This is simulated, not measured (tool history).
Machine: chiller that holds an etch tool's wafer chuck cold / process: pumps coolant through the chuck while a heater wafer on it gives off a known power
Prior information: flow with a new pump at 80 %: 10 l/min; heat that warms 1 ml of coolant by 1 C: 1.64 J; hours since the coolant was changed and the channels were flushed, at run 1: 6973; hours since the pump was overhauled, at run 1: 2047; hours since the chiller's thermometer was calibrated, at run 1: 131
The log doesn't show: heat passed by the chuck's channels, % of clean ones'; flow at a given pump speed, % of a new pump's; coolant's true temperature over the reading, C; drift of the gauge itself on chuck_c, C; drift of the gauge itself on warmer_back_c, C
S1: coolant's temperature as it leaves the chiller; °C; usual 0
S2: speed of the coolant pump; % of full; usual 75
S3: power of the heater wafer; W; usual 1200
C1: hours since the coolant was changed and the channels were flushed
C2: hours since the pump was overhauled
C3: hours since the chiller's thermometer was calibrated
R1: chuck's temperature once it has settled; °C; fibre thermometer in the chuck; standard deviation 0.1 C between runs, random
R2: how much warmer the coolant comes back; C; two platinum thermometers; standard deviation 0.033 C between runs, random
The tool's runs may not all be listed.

{"run": 1, "day": 0.0, "S1": 0, "S2": 75, "S3": 1200, "C1": 6973, "C2": 2047, "C3": 131, "R1": 10.8, "R2": 4.77}
{"run": 2, "day": 1.758, "S1": 0, "S2": 75, "S3": 632, "C1": 7015, "C2": 2089, "C3": 173, "R1": 5.6, "R2": 2.58}
{"run": 3, "day": 3.112, "S1": 0, "S2": 75, "S3": 632, "C1": 7048, "C2": 2122, "C3": 206, "R1": 5.8, "R2": 2.5}
{"day": 4.988, "done": "coolant changed, channels flushed"}
{"run": 4, "day": 5.783, "S1": 0, "S2": 75, "S3": 1200, "C1": 19, "C2": 2180, "C3": 264, "R1": 9.8, "R2": 4.76}
{"run": 5, "day": 7.908, "S1": 0, "S2": 87, "S3": 1200, "C1": 70, "C2": 2231, "C3": 315, "R1": 8.9, "R2": 4.11}
{"run": 6, "day": 9.325, "S1": 0, "S2": 87, "S3": 1200, "C1": 104, "C2": 2265, "C3": 349, "R1": 8.8, "R2": 4.12}
{"run": 7, "day": 11.079, "S1": -9, "S2": 68, "S3": 1200, "C1": 146, "C2": 2307, "C3": 391, "R1": 1.4, "R2": 5.31}

Expected results for the next run?
{"run": 8, "day": 13.142, "S1": 0, "S2": 86, "S3": 1200, "C1": 196, "C2": 2357, "C3": 440, "R1": "?", "R2": "?"}

R1: 9.1 °C
R2: 4.16 C
Without the tool's hidden state the same run would have given R1 9 °C, R2 4.07 C.
